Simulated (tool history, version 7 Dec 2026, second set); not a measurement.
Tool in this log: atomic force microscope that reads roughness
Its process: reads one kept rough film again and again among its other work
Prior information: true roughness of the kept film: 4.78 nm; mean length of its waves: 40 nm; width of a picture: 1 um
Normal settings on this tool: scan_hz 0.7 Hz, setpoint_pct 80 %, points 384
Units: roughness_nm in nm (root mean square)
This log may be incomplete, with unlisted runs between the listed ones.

run   hour  scan_hz  setpoint_pct  points  roughness_nm
  1      0      0.7            80     384         4.067
  2   16.2      0.7            80     349         4.003
  3   25.4      0.7            80     721             4
  4   40.1      0.7            80     384         3.902
  5     60      0.7            80     384         3.812
      68.5  -- new tip fitted
  6   72.9      0.7            80     638         4.171
  7   83.3      0.7            80     638         4.145
  8   96.3      0.7            80     382         4.071
  9  109.9      0.7            80     382         3.984
 10  129.7    1.062            62     918         4.015
 11  147.4    1.062            62     495         3.953
     149.7  -- height scale calibrated on a step standard
     156.4  -- new tip fitted
 12  168.7    1.062            62     495         4.272
 13  186.9    1.062            62     495         4.187
 14  195.7    0.602            80     365         4.057
 15  205.7    0.602            83     439         3.943
     224.5  -- height scale calibrated on a step standard, once more
 16  225.1    3.279            57     761         3.794
 17  241.8    0.763            57     743         3.984
     243.6  -- new tip fitted
 18  250.3    3.027            57     466         4.114

Alternative continuations, all from the tool just after run 18; predict every row:
  A  260.3    3.069            85     384             ?
  B  260.3    0.686            80     908             ?
  C  260.3      0.7            64    1021             ?
  D  260.3    2.189            57     499             ?

run  roughness_nm
  A         3.098
  B         4.124
  C         4.252
  D         4.127
Stripped of hidden state, with their random variation kept, the same runs would have yielded:
run  roughness_nm
  A          3.17
  B          4.22
  C         4.351
  D         4.223

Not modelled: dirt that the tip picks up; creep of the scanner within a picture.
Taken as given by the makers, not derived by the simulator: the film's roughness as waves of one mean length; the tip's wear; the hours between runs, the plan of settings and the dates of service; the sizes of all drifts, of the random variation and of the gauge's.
